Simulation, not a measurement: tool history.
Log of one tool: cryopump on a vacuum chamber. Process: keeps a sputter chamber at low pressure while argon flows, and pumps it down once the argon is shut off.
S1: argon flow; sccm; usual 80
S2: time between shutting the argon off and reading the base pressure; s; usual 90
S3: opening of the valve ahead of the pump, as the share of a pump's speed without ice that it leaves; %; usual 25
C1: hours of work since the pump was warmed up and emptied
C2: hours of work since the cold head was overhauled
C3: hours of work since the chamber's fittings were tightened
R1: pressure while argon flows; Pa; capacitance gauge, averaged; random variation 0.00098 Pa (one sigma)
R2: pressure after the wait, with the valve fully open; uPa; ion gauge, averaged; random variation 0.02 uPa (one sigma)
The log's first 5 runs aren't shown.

Run 6, hour 112.4: usual settings; C1 614; C2 614; C3 1665. Result: R1 0.2545 Pa, R2 1.37 uPa.
Run 7, hour 140.6: usual settings but S2 73 s; C1 637; C2 637; C3 1687. Result: R1 0.2568 Pa, R2 1.47 uPa.
Run 8, hour 170.6: usual settings but S2 73 s; C1 661; C2 661; C3 1712. Result: R1 0.2551 Pa, R2 1.47 uPa.
Run 9, hour 194.7: usual settings; C1 681; C2 681; C3 1731. Result: R1 0.2554 Pa, R2 1.37 uPa.
Run 10, hour 222.7: usual settings; C1 703; C2 703; C3 1754. Result: R1 0.2550 Pa, R2 1.41 uPa.
Run 11, hour 237.7: usual settings but S3 23 %; C1 715; C2 715; C3 1766. Result: R1 0.2755 Pa, R2 1.48 uPa.
Run 12, hour 260.9: usual settings but S3 23 %; C1 734; C2 734; C3 1785. Result: R1 0.2776 Pa, R2 1.47 uPa.
Run 13, hour 283.7: usual settings but S3 23 %; C1 752; C2 752; C3 1803. Result: R1 0.2772 Pa, R2 1.42 uPa.
At hour 298.5: leaking fittings of the chamber tightened, without venting.
At hour 318.1: pump warmed up, emptied and cooled again.
Run 14, hour 318.1: usual settings but S1 97 sccm; C1 0; C2 775; C3 12. Result: R1 0.3016 Pa, R2 0.33 uPa.
Run 15, hour 336.3: usual settings; C1 15; C2 789; C3 26. Result: R1 0.2478 Pa, R2 0.33 uPa.
Run 16, hour 363.0: usual settings but S1 68 sccm; C1 36; C2 811; C3 48. Result: R1 0.2099 Pa, R2 0.36 uPa.
Run 17, hour 390.2: usual settings but S1 68 sccm; C1 58; C2 833; C3 70. Result: R1 0.2109 Pa, R2 0.35 uPa.

Run 18 comes next. What will it give?
Run 18, hour 411.9: usual settings but S1 75 sccm, S2 159 s, S3 26 %; C1 76; C2 850; C3 88. Result: R1 ?, R2 ?.

Run 18 gave R1 0.2248 Pa, R2 0.31 uPa.
Without the tool's hidden state the same run would have given R1 0.2237 Pa, R2 0.24 uPa.
